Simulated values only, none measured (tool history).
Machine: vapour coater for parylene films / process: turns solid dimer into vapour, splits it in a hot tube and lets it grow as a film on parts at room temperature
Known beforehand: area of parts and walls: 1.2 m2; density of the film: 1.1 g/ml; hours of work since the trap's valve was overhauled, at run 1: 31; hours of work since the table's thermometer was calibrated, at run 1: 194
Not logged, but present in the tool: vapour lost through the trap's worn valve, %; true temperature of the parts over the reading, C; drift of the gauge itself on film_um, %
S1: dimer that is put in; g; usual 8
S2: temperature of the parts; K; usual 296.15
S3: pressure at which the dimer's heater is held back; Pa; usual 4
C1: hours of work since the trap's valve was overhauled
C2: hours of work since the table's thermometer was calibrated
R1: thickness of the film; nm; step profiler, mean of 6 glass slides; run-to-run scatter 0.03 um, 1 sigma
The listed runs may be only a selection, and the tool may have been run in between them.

run 1 hour=0 | S1=8 S2=296.15 S3=4 | C1=31 C2=194 | R1=3960
run 2 hour=48 | S1=6 S2=296.15 S3=4 | C1=71 C2=233 | R1=2930
run 3 hour=90.3 | S1=6 S2=296.15 S3=4 | C1=106 C2=268 | R1=2890
run 4 hour=148.5 | S1=6 S2=296.15 S3=4 | C1=154 C2=316 | R1=2770
run 5 hour=201.8 | S1=6 S2=296.15 S3=4 | C1=198 C2=360 | R1=2700
run 6 hour=245.5 | S1=6 S2=296.15 S3=4 | C1=234 C2=396 | R1=2650
-- hour=273.6 trap's valve overhauled
run 7 hour=290.7 | S1=8 S2=296.15 S3=4 | C1=14 C2=430 | R1=4000
run 8 hour=323.8 | S1=8 S2=296.15 S3=2.38 | C1=41 C2=457 | R1=4400
run 9 hour=375.1 | S1=8 S2=296.15 S3=2.38 | C1=84 C2=499 | R1=4290
run 10 hour=429.9 | S1=8 S2=296.15 S3=2.38 | C1=129 C2=544 | R1=4180
run 11 hour=475.4 | S1=8 S2=296.15 S3=2.38 | C1=166 C2=582 | R1=4170
run 12 hour=526.8 | S1=8 S2=296.15 S3=4 | C1=209 C2=624 | R1=3620
run 13 hour=565.1 | S1=8 S2=296.15 S3=4 | C1=240 C2=656 | R1=3500
-- hour=587 trap's valve overhauled
run 14 hour=627.2 | S1=8 S2=296.15 S3=4 | C1=33 C2=704 | R1=3940
run 15 hour=683.5 | S1=8 S2=296.15 S3=4 | C1=80 C2=750 | R1=3930
run 16 hour=711.1 | S1=8 S2=296.15 S3=4 | C1=102 C2=773 | R1=3850
run 17 hour=739.3 | S1=8 S2=296.15 S3=4 | C1=125 C2=796 | R1=3780
run 18 hour=791.6 | S1=8 S2=291.15 S3=7.34 | C1=169 C2=839 | R1=3940
run 19 hour=827.4 | S1=3 S2=291.15 S3=11.58 | C1=198 C2=869 | R1=1330
run 20 hour=875.5 | S1=12 S2=296.15 S3=4 | C1=238 C2=908 | R1=5330
-- hour=900.6 trap's valve overhauled
run 21 hour=937.5 | S1=12 S2=293.15 S3=5.56 | C1=30 C2=956 | R1=6360
run 22 hour=986.5 | S1=12 S2=288.15 S3=5.56 | C1=71 C2=996 | R1=7640
run 23 hour=1046 | S1=5 S2=292.15 S3=4.43 | C1=120 C2=1045 | R1=2740
run 24 hour=1092.5 | S1=4 S2=288.15 S3=11.09 | C1=158 C2=1084 | R1=2130
run 25 hour=1134.6 | S1=4 S2=288.15 S3=6.99 | C1=193 C2=1118 | R1=2270
run 26 hour=1162.8 | S1=4 S2=288.15 S3=6.99 | C1=216 C2=1142 | R1=2230
run 27 hour=1191.8 | S1=4 S2=288.15 S3=6.99 | C1=240 C2=1165 | R1=2210
-- hour=1215 trap's valve overhauled
run 28 hour=1250.8 | S1=13 S2=296.15 S3=2.68 | C1=29 C2=1211 | R1=7150
run 29 hour=1278.5 | S1=13 S2=298.15 S3=9.7 | C1=52 C2=1234 | R1=4990
run 30 hour=1318.2 | S1=6 S2=296.15 S3=5.22 | C1=85 C2=1266 | R1=2790
run 31 hour=1366.1 | S1=3 S2=291.15 S3=6.56 | C1=125 C2=1306 | R1=1610
run 32 hour=1422.9 | S1=8 S2=303.15 S3=4 | C1=171 C2=1353 | R1=2720

Some steps in R1 between neighbouring runs. How much of each would the tool show without its hidden state too (settings, what came in, random variation), and how much is left for the hidden state, with any gauge scatter that isn't in both results?
Run 13 -> 14: trap's valve overhauled. R1 +440 nm: hidden state +460, all else -20.
Run 19 -> 20: S1 3 -> 12, S2 291.15 -> 296.15, S3 11.58 -> 4. R1 +4000 nm: hidden state -580, all else +4580.
Run 20 -> 21: S2 296.15 -> 293.15, S3 4 -> 5.56, trap's valve overhauled. R1 +1030 nm: hidden state +700, all else +330.
Run 22 -> 23: S1 12 -> 5, S2 288.15 -> 292.15, S3 5.56 -> 4.43. R1 -4900 nm: hidden state +50, all else -4950.
Run 27 -> 28: S1 4 -> 13, S2 288.15 -> 296.15, S3 6.99 -> 2.68, trap's valve overhauled. R1 +4940 nm: hidden state +290, all else +4650.

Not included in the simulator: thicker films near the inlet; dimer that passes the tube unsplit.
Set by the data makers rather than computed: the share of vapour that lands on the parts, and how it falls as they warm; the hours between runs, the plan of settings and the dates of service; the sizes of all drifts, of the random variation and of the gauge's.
